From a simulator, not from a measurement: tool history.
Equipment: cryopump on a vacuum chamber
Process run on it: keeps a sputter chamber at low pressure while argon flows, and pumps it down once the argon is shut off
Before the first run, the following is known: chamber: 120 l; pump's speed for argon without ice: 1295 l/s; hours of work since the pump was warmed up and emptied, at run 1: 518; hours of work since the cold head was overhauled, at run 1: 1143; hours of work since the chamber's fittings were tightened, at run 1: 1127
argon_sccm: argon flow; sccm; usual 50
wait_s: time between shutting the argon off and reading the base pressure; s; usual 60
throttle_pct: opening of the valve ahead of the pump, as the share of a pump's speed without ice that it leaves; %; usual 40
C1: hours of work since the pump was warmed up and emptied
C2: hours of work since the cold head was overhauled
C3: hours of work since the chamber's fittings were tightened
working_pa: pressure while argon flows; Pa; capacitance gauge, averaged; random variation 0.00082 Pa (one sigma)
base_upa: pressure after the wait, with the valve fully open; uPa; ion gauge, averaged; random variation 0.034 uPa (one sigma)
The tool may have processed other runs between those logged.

{"run": 1, "hour": 0.0, "argon_sccm": 50, "wait_s": 60, "throttle_pct": 40, "C1": 518, "C2": 1143, "C3": 1127, "working_pa": 0.188, "base_upa": 2.3}
{"run": 2, "hour": 57.0, "argon_sccm": 50, "wait_s": 21, "throttle_pct": 40, "C1": 562, "C2": 1187, "C3": 1171, "working_pa": 0.1928, "base_upa": 5.28}
{"hour": 71.6, "done": "pump warmed up, emptied and cooled again"}
{"run": 3, "hour": 125.1, "argon_sccm": 50, "wait_s": 21, "throttle_pct": 40, "C1": 41, "C2": 1235, "C3": 1219, "working_pa": 0.1651, "base_upa": 5.13}
{"run": 4, "hour": 176.9, "argon_sccm": 50, "wait_s": 21, "throttle_pct": 40, "C1": 81, "C2": 1275, "C3": 1259, "working_pa": 0.1688, "base_upa": 5.08}
{"run": 5, "hour": 245.7, "argon_sccm": 50, "wait_s": 21, "throttle_pct": 40, "C1": 134, "C2": 1328, "C3": 1312, "working_pa": 0.169, "base_upa": 5.18}
{"run": 6, "hour": 313.8, "argon_sccm": 50, "wait_s": 21, "throttle_pct": 40, "C1": 186, "C2": 1380, "C3": 1364, "working_pa": 0.1726, "base_upa": 5.39}
{"run": 7, "hour": 365.9, "argon_sccm": 50, "wait_s": 21, "throttle_pct": 40, "C1": 226, "C2": 1420, "C3": 1404, "working_pa": 0.1742, "base_upa": 5.12}
{"run": 8, "hour": 425.5, "argon_sccm": 50, "wait_s": 21, "throttle_pct": 40, "C1": 272, "C2": 1466, "C3": 1450, "working_pa": 0.1764, "base_upa": 5.39}
{"run": 9, "hour": 493.5, "argon_sccm": 50, "wait_s": 67, "throttle_pct": 40, "C1": 324, "C2": 1518, "C3": 1502, "working_pa": 0.1775, "base_upa": 2.07}
{"run": 10, "hour": 558.8, "argon_sccm": 50, "wait_s": 67, "throttle_pct": 40, "C1": 374, "C2": 1568, "C3": 1552, "working_pa": 0.1796, "base_upa": 2.13}
{"run": 11, "hour": 625.3, "argon_sccm": 39, "wait_s": 60, "throttle_pct": 40, "C1": 425, "C2": 1619, "C3": 1603, "working_pa": 0.1405, "base_upa": 2.39}
{"run": 12, "hour": 687.6, "argon_sccm": 50, "wait_s": 59, "throttle_pct": 40, "C1": 473, "C2": 1667, "C3": 1651, "working_pa": 0.1843, "base_upa": 2.47}
{"run": 13, "hour": 737.7, "argon_sccm": 50, "wait_s": 59, "throttle_pct": 40, "C1": 512, "C2": 1705, "C3": 1689, "working_pa": 0.1866, "base_upa": 2.46}
{"run": 14, "hour": 780.2, "argon_sccm": 50, "wait_s": 81, "throttle_pct": 40, "C1": 544, "C2": 1738, "C3": 1722, "working_pa": 0.1891, "base_upa": 2.11}
{"hour": 817.8, "done": "pump warmed up, emptied and cooled again"}
{"run": 15, "hour": 818.6, "argon_sccm": 50, "wait_s": 299, "throttle_pct": 40, "C1": 1, "C2": 1764, "C3": 1748, "working_pa": 0.167, "base_upa": 0.98}
{"run": 16, "hour": 868.6, "argon_sccm": 50, "wait_s": 60, "throttle_pct": 23, "C1": 39, "C2": 1802, "C3": 1786, "working_pa": 0.2868, "base_upa": 2.27}
{"run": 17, "hour": 906.3, "argon_sccm": 50, "wait_s": 60, "throttle_pct": 23, "C1": 68, "C2": 1831, "C3": 1815, "working_pa": 0.2869, "base_upa": 2.3}
{"run": 18, "hour": 936.3, "argon_sccm": 50, "wait_s": 27, "throttle_pct": 40, "C1": 91, "C2": 1854, "C3": 1838, "working_pa": 0.1686, "base_upa": 4.3}
{"run": 19, "hour": 982.4, "argon_sccm": 50, "wait_s": 27, "throttle_pct": 40, "C1": 126, "C2": 1889, "C3": 1873, "working_pa": 0.1692, "base_upa": 4.25}
{"run": 20, "hour": 1045.1, "argon_sccm": 32, "wait_s": 226, "throttle_pct": 18, "C1": 175, "C2": 1938, "C3": 1922, "working_pa": 0.2361, "base_upa": 1.19}
{"run": 21, "hour": 1078.4, "argon_sccm": 32, "wait_s": 226, "throttle_pct": 18, "C1": 200, "C2": 1963, "C3": 1947, "working_pa": 0.2373, "base_upa": 1.2}
{"run": 22, "hour": 1148.1, "argon_sccm": 42, "wait_s": 60, "throttle_pct": 40, "C1": 254, "C2": 2017, "C3": 2001, "working_pa": 0.1467, "base_upa": 2.5}
{"run": 23, "hour": 1189.6, "argon_sccm": 42, "wait_s": 60, "throttle_pct": 40, "C1": 285, "C2": 2049, "C3": 2033, "working_pa": 0.1486, "base_upa": 2.49}
{"run": 24, "hour": 1237.1, "argon_sccm": 47, "wait_s": 140, "throttle_pct": 34, "C1": 322, "C2": 2085, "C3": 2069, "working_pa": 0.1932, "base_upa": 1.58}
{"run": 25, "hour": 1294.2, "argon_sccm": 65, "wait_s": 21, "throttle_pct": 44, "C1": 366, "C2": 2129, "C3": 2113, "working_pa": 0.2158, "base_upa": 5.59}
{"run": 26, "hour": 1328.2, "argon_sccm": 65, "wait_s": 99, "throttle_pct": 44, "C1": 392, "C2": 2155, "C3": 2139, "working_pa": 0.2165, "base_upa": 1.85}
{"run": 27, "hour": 1366.4, "argon_sccm": 65, "wait_s": 99, "throttle_pct": 44, "C1": 421, "C2": 2184, "C3": 2168, "working_pa": 0.2168, "base_upa": 1.97}
{"run": 28, "hour": 1433.8, "argon_sccm": 64, "wait_s": 163, "throttle_pct": 45, "C1": 473, "C2": 2236, "C3": 2220, "working_pa": 0.2156, "base_upa": 1.56}
{"hour": 1459.2, "done": "leaking fittings of the chamber tightened, without venting"}
{"run": 29, "hour": 1491.6, "argon_sccm": 44, "wait_s": 62, "throttle_pct": 49, "C1": 516, "C2": 2279, "C3": 25, "working_pa": 0.1382, "base_upa": 1.92}
{"run": 30, "hour": 1542.1, "argon_sccm": 29, "wait_s": 38, "throttle_pct": 24, "C1": 555, "C2": 2318, "C3": 64, "working_pa": 0.1735, "base_upa": 2.84}
{"hour": 1568.0, "done": "pump warmed up, emptied and cooled again"}
{"run": 31, "hour": 1600.8, "argon_sccm": 29, "wait_s": 40, "throttle_pct": 47, "C1": 25, "C2": 2359, "C3": 105, "working_pa": 0.0819, "base_upa": 2.79}
{"run": 32, "hour": 1631.0, "argon_sccm": 29, "wait_s": 79, "throttle_pct": 47, "C1": 48, "C2": 2382, "C3": 128, "working_pa": 0.083, "base_upa": 1.57}
{"run": 33, "hour": 1678.2, "argon_sccm": 29, "wait_s": 79, "throttle_pct": 47, "C1": 85, "C2": 2418, "C3": 164, "working_pa": 0.0846, "base_upa": 1.5}
{"run": 34, "hour": 1742.8, "argon_sccm": 42, "wait_s": 56, "throttle_pct": 23, "C1": 134, "C2": 2468, "C3": 214, "working_pa": 0.2447, "base_upa": 2.02}
{"run": 35, "hour": 1791.4, "argon_sccm": 42, "wait_s": 56, "throttle_pct": 23, "C1": 172, "C2": 2505, "C3": 251, "working_pa": 0.2459, "base_upa": 2.08}

For each entry between runs, how does the tool's hidden state at the last listed run before it compare with that at the first listed run after it?
From run 2 to run 3: pump warmed up, emptied and cooled again (hour 71.6)
  pump's speed, % of a pump's without ice: 71.4 -> 97.9; cold plate's temperature, K: 13.08 -> 13.1; leak into the chamber, uPa l/s: 653 -> 668
  measured minus no-state result, working_pa: +0.0283 -> +0.0029 Pa; base_upa: +0.49 -> +0.31 uPa
From run 14 to run 15: pump warmed up, emptied and cooled again (hour 817.8)
  pump's speed, % of a pump's without ice: 73.5 -> 99.4; cold plate's temperature, K: 13.36 -> 13.38; leak into the chamber, uPa l/s: 823 -> 832
  measured minus no-state result, working_pa: +0.0260 -> +0.0022 Pa; base_upa: +0.67 -> +0.43 uPa
From run 28 to run 29: leaking fittings of the chamber tightened, without venting (hour 1459.2)
  pump's speed, % of a pump's without ice: 76.6 -> 74.7; cold plate's temperature, K: 13.62 -> 13.65; leak into the chamber, uPa l/s: 982 -> 313
  measured minus no-state result, working_pa: +0.0292 -> +0.0219 Pa; base_upa: +0.78 -> +0.10 uPa
From run 30 to run 31: pump warmed up, emptied and cooled again (hour 1568.0)
  pump's speed, % of a pump's without ice: 72.9 -> 98.4; cold plate's temperature, K: 13.67 -> 13.69; leak into the chamber, uPa l/s: 326 -> 339
  measured minus no-state result, working_pa: +0.0158 -> +0.0020 Pa; base_upa: +0.12 -> +0.04 uPa
